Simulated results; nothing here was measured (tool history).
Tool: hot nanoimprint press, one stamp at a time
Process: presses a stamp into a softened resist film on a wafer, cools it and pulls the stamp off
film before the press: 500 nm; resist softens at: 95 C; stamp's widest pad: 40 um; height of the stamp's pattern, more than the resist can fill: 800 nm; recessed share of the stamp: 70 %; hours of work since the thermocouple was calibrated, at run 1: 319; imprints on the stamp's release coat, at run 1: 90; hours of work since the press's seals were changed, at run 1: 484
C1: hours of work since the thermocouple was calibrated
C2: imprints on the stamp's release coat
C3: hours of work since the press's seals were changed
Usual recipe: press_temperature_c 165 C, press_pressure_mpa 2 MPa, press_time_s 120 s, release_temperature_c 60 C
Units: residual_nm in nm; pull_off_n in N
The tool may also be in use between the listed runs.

run 1 hour=0 | press_temperature_c=165 press_pressure_mpa=2 press_time_s=120 release_temperature_c=60 | C1=319 C2=90 C3=484 | residual_nm=286.8 pull_off_n=144
run 2 hour=23.3 | press_temperature_c=165 press_pressure_mpa=2 press_time_s=120 release_temperature_c=60 | C1=332 C2=188 C3=497 | residual_nm=287.8 pull_off_n=139
run 3 hour=40.2 | press_temperature_c=165 press_pressure_mpa=2 press_time_s=120 release_temperature_c=60 | C1=342 C2=259 C3=507 | residual_nm=288.1 pull_off_n=141
run 4 hour=64.5 | press_temperature_c=156 press_pressure_mpa=2 press_time_s=120 release_temperature_c=60 | C1=356 C2=362 C3=521 | residual_nm=377.5 pull_off_n=137
run 5 hour=75.5 | press_temperature_c=156 press_pressure_mpa=2 press_time_s=120 release_temperature_c=60 | C1=362 C2=408 C3=527 | residual_nm=379.1 pull_off_n=143
run 6 hour=95.1 | press_temperature_c=156 press_pressure_mpa=2 press_time_s=120 release_temperature_c=60 | C1=373 C2=491 C3=538 | residual_nm=378.6 pull_off_n=140
-- hour=104.4 plate thermocouple calibrated
run 7 hour=116.4 | press_temperature_c=156 press_pressure_mpa=2 press_time_s=120 release_temperature_c=60 | C1=7 C2=568 C3=549 | residual_nm=375.8 pull_off_n=134
run 8 hour=137.3 | press_temperature_c=156 press_pressure_mpa=2 press_time_s=120 release_temperature_c=60 | C1=19 C2=656 C3=561 | residual_nm=375.9 pull_off_n=144
run 9 hour=150.1 | press_temperature_c=165 press_pressure_mpa=2 press_time_s=120 release_temperature_c=60 | C1=26 C2=710 C3=568 | residual_nm=284.6 pull_off_n=137
run 10 hour=174.5 | press_temperature_c=155 press_pressure_mpa=2 press_time_s=120 release_temperature_c=60 | C1=40 C2=813 C3=582 | residual_nm=388 pull_off_n=142
run 11 hour=197.5 | press_temperature_c=155 press_pressure_mpa=2 press_time_s=120 release_temperature_c=60 | C1=53 C2=910 C3=595 | residual_nm=384.3 pull_off_n=133
run 12 hour=217.8 | press_temperature_c=155 press_pressure_mpa=2 press_time_s=120 release_temperature_c=60 | C1=65 C2=995 C3=607 | residual_nm=390 pull_off_n=142
run 13 hour=230.1 | press_temperature_c=155 press_pressure_mpa=2 press_time_s=120 release_temperature_c=60 | C1=72 C2=1047 C3=614 | residual_nm=385.3 pull_off_n=142
run 14 hour=241 | press_temperature_c=155 press_pressure_mpa=2 press_time_s=120 release_temperature_c=60 | C1=78 C2=1093 C3=620 | residual_nm=390 pull_off_n=136
run 15 hour=252.9 | press_temperature_c=170 press_pressure_mpa=2.33 press_time_s=120 release_temperature_c=60 | C1=85 C2=1143 C3=627 | residual_nm=227.4 pull_off_n=144
run 16 hour=270.6 | press_temperature_c=170 press_pressure_mpa=2.33 press_time_s=120 release_temperature_c=60 | C1=95 C2=1218 C3=637 | residual_nm=225.5 pull_off_n=139
run 17 hour=282.9 | press_temperature_c=170 press_pressure_mpa=2.33 press_time_s=120 release_temperature_c=60 | C1=102 C2=1270 C3=644 | residual_nm=224.9 pull_off_n=136
run 18 hour=302.3 | press_temperature_c=165 press_pressure_mpa=2 press_time_s=160 release_temperature_c=60 | C1=113 C2=1352 C3=655 | residual_nm=261.7 pull_off_n=137
run 19 hour=314.1 | press_temperature_c=165 press_pressure_mpa=2 press_time_s=160 release_temperature_c=60 | C1=120 C2=1401 C3=662 | residual_nm=258.5 pull_off_n=139
run 20 hour=327.8 | press_temperature_c=154 press_pressure_mpa=1.46 press_time_s=65 release_temperature_c=49 | C1=128 C2=1459 C3=670 | residual_nm=447.3 pull_off_n=179
run 21 hour=345.8 | press_temperature_c=171 press_pressure_mpa=1.81 press_time_s=69 release_temperature_c=60 | C1=138 C2=1535 C3=680 | residual_nm=291.9 pull_off_n=145
run 22 hour=356.1 | press_temperature_c=171 press_pressure_mpa=2.77 press_time_s=73 release_temperature_c=60 | C1=144 C2=1579 C3=686 | residual_nm=244.9 pull_off_n=135
run 23 hour=376.5 | press_temperature_c=165 press_pressure_mpa=2 press_time_s=105 release_temperature_c=60 | C1=156 C2=1664 C3=697 | residual_nm=303.6 pull_off_n=139
-- hour=395.9 stamp cleaned and given a new release coat
run 24 hour=404.1 | press_temperature_c=165 press_pressure_mpa=2 press_time_s=105 release_temperature_c=60 | C1=168 C2=35 C3=710 | residual_nm=300.6 pull_off_n=138
run 25 hour=420.5 | press_temperature_c=156 press_pressure_mpa=2 press_time_s=120 release_temperature_c=60 | C1=177 C2=104 C3=719 | residual_nm=376.4 pull_off_n=141
run 26 hour=437.9 | press_temperature_c=156 press_pressure_mpa=1.79 press_time_s=177 release_temperature_c=65 | C1=187 C2=177 C3=729 | residual_nm=356.5 pull_off_n=121
run 27 hour=450.8 | press_temperature_c=157 press_pressure_mpa=2.94 press_time_s=132 release_temperature_c=60 | C1=195 C2=232 C3=736 | residual_nm=325.4 pull_off_n=139

Below are 5 alternative next runs, each starting from the tool's condition after run 27. Predict each:
run A hour=466.1 | press_temperature_c=157 press_pressure_mpa=2.82 press_time_s=132 release_temperature_c=49 | C1=203 C2=296 C3=745 | residual_nm=? pull_off_n=?
run B hour=466.1 | press_temperature_c=157 press_pressure_mpa=2.94 press_time_s=132 release_temperature_c=55 | C1=203 C2=296 C3=745 | residual_nm=? pull_off_n=?
run C hour=466.1 | press_temperature_c=166 press_pressure_mpa=1.54 press_time_s=132 release_temperature_c=60 | C1=203 C2=296 C3=745 | residual_nm=? pull_off_n=?
run D hour=466.1 | press_temperature_c=177 press_pressure_mpa=1.88 press_time_s=120 release_temperature_c=49 | C1=203 C2=296 C3=745 | residual_nm=? pull_off_n=?
run E hour=466.1 | press_temperature_c=157 press_pressure_mpa=1.3 press_time_s=132 release_temperature_c=60 | C1=203 C2=296 C3=745 | residual_nm=? pull_off_n=?

run=A residual_nm=329 pull_off_n=180
run=B residual_nm=324.2 pull_off_n=159
run=C residual_nm=296.2 pull_off_n=132
run=D residual_nm=188.9 pull_off_n=175
run=E residual_nm=399.5 pull_off_n=137
Without the tool's hidden state the same runs would have given:
run=A residual_nm=328.2 pull_off_n=180
run=B residual_nm=323.4 pull_off_n=159
run=C residual_nm=295.5 pull_off_n=132
run=D residual_nm=188.4 pull_off_n=174
run=E residual_nm=398.9 pull_off_n=136

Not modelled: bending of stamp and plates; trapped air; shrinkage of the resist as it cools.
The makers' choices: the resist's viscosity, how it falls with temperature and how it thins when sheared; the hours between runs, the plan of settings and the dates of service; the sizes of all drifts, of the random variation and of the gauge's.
